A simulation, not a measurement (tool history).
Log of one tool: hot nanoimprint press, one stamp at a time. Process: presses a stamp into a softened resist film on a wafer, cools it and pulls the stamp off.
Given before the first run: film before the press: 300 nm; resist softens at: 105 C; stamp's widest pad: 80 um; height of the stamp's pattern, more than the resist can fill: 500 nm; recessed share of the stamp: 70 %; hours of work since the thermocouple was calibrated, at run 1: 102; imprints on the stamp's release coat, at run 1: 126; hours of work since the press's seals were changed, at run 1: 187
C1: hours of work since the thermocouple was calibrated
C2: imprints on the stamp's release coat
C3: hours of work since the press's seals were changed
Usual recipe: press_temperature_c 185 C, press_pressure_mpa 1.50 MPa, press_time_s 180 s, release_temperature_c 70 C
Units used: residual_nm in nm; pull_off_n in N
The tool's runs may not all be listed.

{"run": 1, "hour": 0.0, "press_temperature_c": 185, "press_pressure_mpa": 1.5, "press_time_s": 180, "release_temperature_c": 70, "C1": 102, "C2": 126, "C3": 187, "residual_nm": 110.0, "pull_off_n": 211}
{"run": 2, "hour": 7.3, "press_temperature_c": 185, "press_pressure_mpa": 1.5, "press_time_s": 180, "release_temperature_c": 70, "C1": 107, "C2": 143, "C3": 192, "residual_nm": 110.4, "pull_off_n": 208}
{"run": 3, "hour": 12.0, "press_temperature_c": 185, "press_pressure_mpa": 1.5, "press_time_s": 180, "release_temperature_c": 70, "C1": 111, "C2": 155, "C3": 195, "residual_nm": 110.5, "pull_off_n": 215}
{"run": 4, "hour": 19.5, "press_temperature_c": 185, "press_pressure_mpa": 1.5, "press_time_s": 180, "release_temperature_c": 70, "C1": 116, "C2": 173, "C3": 200, "residual_nm": 109.8, "pull_off_n": 206}
{"run": 5, "hour": 28.7, "press_temperature_c": 185, "press_pressure_mpa": 1.5, "press_time_s": 180, "release_temperature_c": 70, "C1": 122, "C2": 194, "C3": 207, "residual_nm": 110.5, "pull_off_n": 212}
{"run": 6, "hour": 38.2, "press_temperature_c": 185, "press_pressure_mpa": 1.5, "press_time_s": 180, "release_temperature_c": 70, "C1": 129, "C2": 217, "C3": 213, "residual_nm": 110.3, "pull_off_n": 201}
{"run": 7, "hour": 48.4, "press_temperature_c": 187, "press_pressure_mpa": 1.5, "press_time_s": 180, "release_temperature_c": 70, "C1": 136, "C2": 241, "C3": 220, "residual_nm": 104.4, "pull_off_n": 212}
{"run": 8, "hour": 55.1, "press_temperature_c": 185, "press_pressure_mpa": 1.5, "press_time_s": 180, "release_temperature_c": 70, "C1": 140, "C2": 257, "C3": 225, "residual_nm": 110.2, "pull_off_n": 210}
{"run": 9, "hour": 59.7, "press_temperature_c": 185, "press_pressure_mpa": 1.5, "press_time_s": 244, "release_temperature_c": 70, "C1": 144, "C2": 268, "C3": 228, "residual_nm": 98.2, "pull_off_n": 213}
{"run": 10, "hour": 66.2, "press_temperature_c": 185, "press_pressure_mpa": 1.5, "press_time_s": 244, "release_temperature_c": 70, "C1": 148, "C2": 284, "C3": 233, "residual_nm": 97.7, "pull_off_n": 212}
{"run": 11, "hour": 76.2, "press_temperature_c": 185, "press_pressure_mpa": 1.5, "press_time_s": 244, "release_temperature_c": 70, "C1": 155, "C2": 308, "C3": 240, "residual_nm": 97.9, "pull_off_n": 207}
{"run": 12, "hour": 83.1, "press_temperature_c": 185, "press_pressure_mpa": 1.5, "press_time_s": 244, "release_temperature_c": 70, "C1": 160, "C2": 324, "C3": 244, "residual_nm": 98.3, "pull_off_n": 210}
{"run": 13, "hour": 92.4, "press_temperature_c": 185, "press_pressure_mpa": 1.5, "press_time_s": 244, "release_temperature_c": 70, "C1": 166, "C2": 346, "C3": 251, "residual_nm": 98.4, "pull_off_n": 211}
{"run": 14, "hour": 100.6, "press_temperature_c": 185, "press_pressure_mpa": 1.5, "press_time_s": 180, "release_temperature_c": 70, "C1": 172, "C2": 366, "C3": 257, "residual_nm": 110.1, "pull_off_n": 212}
{"run": 15, "hour": 107.3, "press_temperature_c": 185, "press_pressure_mpa": 0.94, "press_time_s": 180, "release_temperature_c": 70, "C1": 177, "C2": 382, "C3": 261, "residual_nm": 140.0, "pull_off_n": 208}
{"run": 16, "hour": 117.5, "press_temperature_c": 185, "press_pressure_mpa": 1.14, "press_time_s": 180, "release_temperature_c": 70, "C1": 184, "C2": 406, "C3": 268, "residual_nm": 127.0, "pull_off_n": 211}
{"run": 17, "hour": 126.5, "press_temperature_c": 185, "press_pressure_mpa": 1.63, "press_time_s": 277, "release_temperature_c": 70, "C1": 190, "C2": 427, "C3": 275, "residual_nm": 89.2, "pull_off_n": 204}
{"run": 18, "hour": 131.4, "press_temperature_c": 195, "press_pressure_mpa": 1.36, "press_time_s": 277, "release_temperature_c": 70, "C1": 194, "C2": 439, "C3": 278, "residual_nm": 76.0, "pull_off_n": 205}
{"run": 19, "hour": 136.6, "press_temperature_c": 185, "press_pressure_mpa": 1.5, "press_time_s": 180, "release_temperature_c": 61, "C1": 197, "C2": 451, "C3": 282, "residual_nm": 110.4, "pull_off_n": 249}
{"run": 20, "hour": 145.2, "press_temperature_c": 185, "press_pressure_mpa": 1.5, "press_time_s": 180, "release_temperature_c": 61, "C1": 203, "C2": 472, "C3": 288, "residual_nm": 110.8, "pull_off_n": 248}
{"run": 21, "hour": 152.1, "press_temperature_c": 185, "press_pressure_mpa": 1.5, "press_time_s": 180, "release_temperature_c": 61, "C1": 208, "C2": 488, "C3": 292, "residual_nm": 109.9, "pull_off_n": 249}
{"run": 22, "hour": 158.4, "press_temperature_c": 185, "press_pressure_mpa": 1.5, "press_time_s": 180, "release_temperature_c": 61, "C1": 212, "C2": 503, "C3": 297, "residual_nm": 110.5, "pull_off_n": 252}
{"run": 23, "hour": 168.5, "press_temperature_c": 185, "press_pressure_mpa": 2.05, "press_time_s": 180, "release_temperature_c": 72, "C1": 219, "C2": 528, "C3": 304, "residual_nm": 93.5, "pull_off_n": 199}
{"run": 24, "hour": 172.9, "press_temperature_c": 185, "press_pressure_mpa": 1.9, "press_time_s": 180, "release_temperature_c": 70, "C1": 222, "C2": 538, "C3": 307, "residual_nm": 97.4, "pull_off_n": 214}
{"run": 25, "hour": 182.7, "press_temperature_c": 191, "press_pressure_mpa": 1.09, "press_time_s": 122, "release_temperature_c": 56, "C1": 229, "C2": 561, "C3": 314, "residual_nm": 128.7, "pull_off_n": 265}
{"run": 26, "hour": 193.2, "press_temperature_c": 185, "press_pressure_mpa": 0.91, "press_time_s": 167, "release_temperature_c": 60, "C1": 237, "C2": 586, "C3": 321, "residual_nm": 145.5, "pull_off_n": 259}
{"run": 27, "hour": 204.0, "press_temperature_c": 185, "press_pressure_mpa": 0.91, "press_time_s": 167, "release_temperature_c": 60, "C1": 244, "C2": 612, "C3": 328, "residual_nm": 146.0, "pull_off_n": 251}
{"run": 28, "hour": 208.5, "press_temperature_c": 188, "press_pressure_mpa": 1.22, "press_time_s": 110, "release_temperature_c": 65, "C1": 247, "C2": 623, "C3": 332, "residual_nm": 136.1, "pull_off_n": 236}
{"run": 29, "hour": 216.6, "press_temperature_c": 185, "press_pressure_mpa": 0.95, "press_time_s": 180, "release_temperature_c": 73, "C1": 253, "C2": 642, "C3": 337, "residual_nm": 138.9, "pull_off_n": 196}

5 ways to go on from here, each from the tool as it stands after run 29. What would each give?
{"run": "A", "hour": 226.9, "press_temperature_c": 187, "press_pressure_mpa": 0.95, "press_time_s": 353, "release_temperature_c": 73, "C1": 260, "C2": 667, "C3": 344, "residual_nm": "?", "pull_off_n": "?"}
{"run": "B", "hour": 226.9, "press_temperature_c": 185, "press_pressure_mpa": 1.18, "press_time_s": 180, "release_temperature_c": 65, "C1": 260, "C2": 667, "C3": 344, "residual_nm": "?", "pull_off_n": "?"}
{"run": "C", "hour": 226.9, "press_temperature_c": 185, "press_pressure_mpa": 1.5, "press_time_s": 226, "release_temperature_c": 70, "C1": 260, "C2": 667, "C3": 344, "residual_nm": "?", "pull_off_n": "?"}
{"run": "D", "hour": 226.9, "press_temperature_c": 177, "press_pressure_mpa": 1.04, "press_time_s": 180, "release_temperature_c": 60, "C1": 260, "C2": 667, "C3": 344, "residual_nm": "?", "pull_off_n": "?"}
{"run": "E", "hour": 226.9, "press_temperature_c": 183, "press_pressure_mpa": 1.5, "press_time_s": 180, "release_temperature_c": 70, "C1": 260, "C2": 667, "C3": 344, "residual_nm": "?", "pull_off_n": "?"}

run=A residual_nm=103.0 pull_off_n=197
run=B residual_nm=125.0 pull_off_n=229
run=C residual_nm=100.9 pull_off_n=207
run=D residual_nm=162.6 pull_off_n=250
run=E residual_nm=116.6 pull_off_n=206
Without the tool's unlogged condition, the same runs would have read:
run=A residual_nm=103.0 pull_off_n=196
run=B residual_nm=125.1 pull_off_n=228
run=C residual_nm=100.9 pull_off_n=206
run=D residual_nm=162.6 pull_off_n=248
run=E residual_nm=116.6 pull_off_n=205
